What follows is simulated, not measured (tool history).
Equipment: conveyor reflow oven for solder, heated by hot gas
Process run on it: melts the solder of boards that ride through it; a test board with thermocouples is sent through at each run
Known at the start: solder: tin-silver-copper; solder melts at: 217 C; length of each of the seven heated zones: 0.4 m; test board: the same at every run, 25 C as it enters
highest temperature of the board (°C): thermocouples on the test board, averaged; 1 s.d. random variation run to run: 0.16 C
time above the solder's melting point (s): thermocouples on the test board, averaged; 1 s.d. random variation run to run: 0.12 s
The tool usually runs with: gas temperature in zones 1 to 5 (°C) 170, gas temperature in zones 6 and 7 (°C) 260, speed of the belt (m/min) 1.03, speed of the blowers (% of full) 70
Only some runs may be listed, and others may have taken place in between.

run     day  gas temperature in zones 1 to 5 (°C)  gas temperature in zones 6 and 7 (°C)  speed of the belt (m/min)  speed of the blowers (% of full)  highest temperature of the board (°C)  time above the solder's melting point (s)
  1       0                                   170                                    260                       1.03                                70                                  244.8                                       30.4
  2   1.612                                   170                                    260                       1.03                                70                                  245.1                                       30.3
  3   2.504                                   170                                    260                       0.98                                70                                  246.2                                       32.8
  4   3.696                                   180                                    260                       1.03                                70                                  246.9                                       33.7
  5   4.667                                   180                                    260                       1.03                                70                                    247                                       33.7
  6   6.212                                   170                                    260                       1.03                                70                                  244.8                                       30.2
  7   7.321                                   170                                    260                       1.03                                70                                  244.8                                       30.3
  8   8.942                                   170                                    260                       1.03                                70                                    245                                       30.1
  9  10.158                                   170                                    260                       1.03                                87                                  247.3                                         32
 10  11.354                                   170                                    260                       1.03                                87                                  247.1                                       31.9
     12.071  -- flux residue cleaned out of gas plates and filters
 11  12.842                                   170                                    260                       1.03                                87                                  248.9                                         33
     13.029  -- thermocouples of zones 6 and 7 changed
 12  13.942                                   170                                    260                       1.03                                70                                  243.4                                       29.7
 13  15.875                                   170                                    260                       1.03                                70                                  243.3                                       29.9
 14  17.058                                   170                                    260                       1.03                                55                                  240.4                                       27.1
 15  18.588                                   170                                    260                          1                                70                                  244.3                                       31.4
 16  19.458                                   170                                    260                          1                                70                                  244.3                                       31.5
     19.746  -- belt drive overhauled, speed set with a stopwatch
 17  21.212                                   170                                    270                          1                                83                                  255.2                                       37.3
 18  22.092                                   181                                    249                       1.07                                51                                    232                                       22.2
 19  23.229                                   181                                    249                       1.07                                51                                  231.7                                         22
      23.95  -- belt drive overhauled, speed set with a stopwatch, once more
 20  24.538                                   181                                    249                       1.07                                51                                  231.3                                       20.7
 21   25.35                                   178                                    249                       1.07                                63                                  232.9                                       21.9
 22  26.679                                   170                                    259                       1.03                                52                                  238.1                                       24.6
 23  27.921                                   170                                    259                       1.03                                52                                    238                                         25
 24   29.25                                   166                                    260                       1.03                                67                                  241.3                                       26.5
 25  31.021                                   159                                    266                       0.96                                67                                  247.7                                       31.6
 26  32.579                                   159                                    266                       0.96                                67                                  247.1                                       31.4
 27  33.392                                   159                                    266                       0.96                                67                                  247.4                                       31.5
 28  35.092                                   162                                    272                       0.96                                58                                  251.3                                       33.8
 29  36.042                                   163                                    260                       1.03                                70                                  240.8                                       26.1
 30  36.858                                   163                                    260                       1.03                                70                                    241                                       25.9
     37.212  -- flux residue cleaned out of gas plates and filters
 31  38.767                                   179                                    260                       1.03                                51                                  242.1                                       29.8

3 options for the next run, each taken on its own from the tool as it stands now. Forecast them:
  A  39.917                                   156                                    260                       1.03                                51                                      ?                                          ?
  B  39.917                                   179                                    260                       1.05                                59                                      ?                                          ?
  C  39.917                                   179                                    260                       1.15                                51                                      ?                                          ?

run  highest temperature of the board (°C)  time above the solder's melting point (s)
  A                                  236.9                                       21.6
  B                                  243.1                                       29.9
  C                                    238                                       23.3
With no hidden state in the tool, these same runs would have given:
run  highest temperature of the board (°C)  time above the solder's melting point (s)
  A                                  236.1                                       20.9
  B                                  242.1                                       29.4
  C                                  237.2                                       22.8
